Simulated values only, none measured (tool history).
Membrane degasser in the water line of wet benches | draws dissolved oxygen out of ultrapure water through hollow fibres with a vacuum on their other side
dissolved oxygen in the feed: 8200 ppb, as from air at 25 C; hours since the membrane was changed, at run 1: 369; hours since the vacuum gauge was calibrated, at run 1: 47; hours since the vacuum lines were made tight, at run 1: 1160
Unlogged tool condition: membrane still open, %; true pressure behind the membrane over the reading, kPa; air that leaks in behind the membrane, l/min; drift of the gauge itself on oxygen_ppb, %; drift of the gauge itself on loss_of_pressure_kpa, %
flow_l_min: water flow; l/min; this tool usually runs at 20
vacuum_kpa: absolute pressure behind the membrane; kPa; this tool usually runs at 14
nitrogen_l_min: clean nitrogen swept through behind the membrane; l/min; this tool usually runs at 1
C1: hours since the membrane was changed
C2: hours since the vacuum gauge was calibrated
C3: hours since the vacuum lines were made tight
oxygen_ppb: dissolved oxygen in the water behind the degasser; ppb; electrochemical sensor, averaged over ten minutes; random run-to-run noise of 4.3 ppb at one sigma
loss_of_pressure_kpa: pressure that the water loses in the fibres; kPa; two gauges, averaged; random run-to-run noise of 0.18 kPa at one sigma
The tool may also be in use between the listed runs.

Run 1, day 0: usual settings; C1 369; C2 47; C3 1160. Result: oxygen_ppb 567.4 ppb, loss_of_pressure_kpa 33.54 kPa.
Run 2, day 6.538: usual settings; C1 526; C2 204; C3 1317. Result: oxygen_ppb 574.7 ppb, loss_of_pressure_kpa 33.2 kPa.
Run 3, day 13.904: usual settings; C1 702; C2 381; C3 1494. Result: oxygen_ppb 565.2 ppb, loss_of_pressure_kpa 33.45 kPa.
Run 4, day 19.388: usual settings; C1 834; C2 513; C3 1626. Result: oxygen_ppb 570.2 ppb, loss_of_pressure_kpa 33.56 kPa.
Run 5, day 26.575: usual settings; C1 1007; C2 685; C3 1798. Result: oxygen_ppb 571 ppb, loss_of_pressure_kpa 33.19 kPa.
Run 6, day 33.417: usual settings; C1 1171; C2 849; C3 1962. Result: oxygen_ppb 568.2 ppb, loss_of_pressure_kpa 33.73 kPa.

Predict the results of run 7:
Run 7, day 37.829: usual settings but vacuum_kpa 32.8 kPa; C1 1277; C2 955; C3 2068. Result: oxygen_ppb ?, loss_of_pressure_kpa ?.

Run 7 gave oxygen_ppb 1257.6 ppb, loss_of_pressure_kpa 33.74 kPa.
Were there no unlogged condition in the tool, this run, its random variation unchanged, would have produced oxygen_ppb 1251.2 ppb, loss_of_pressure_kpa 33.54 kPa.
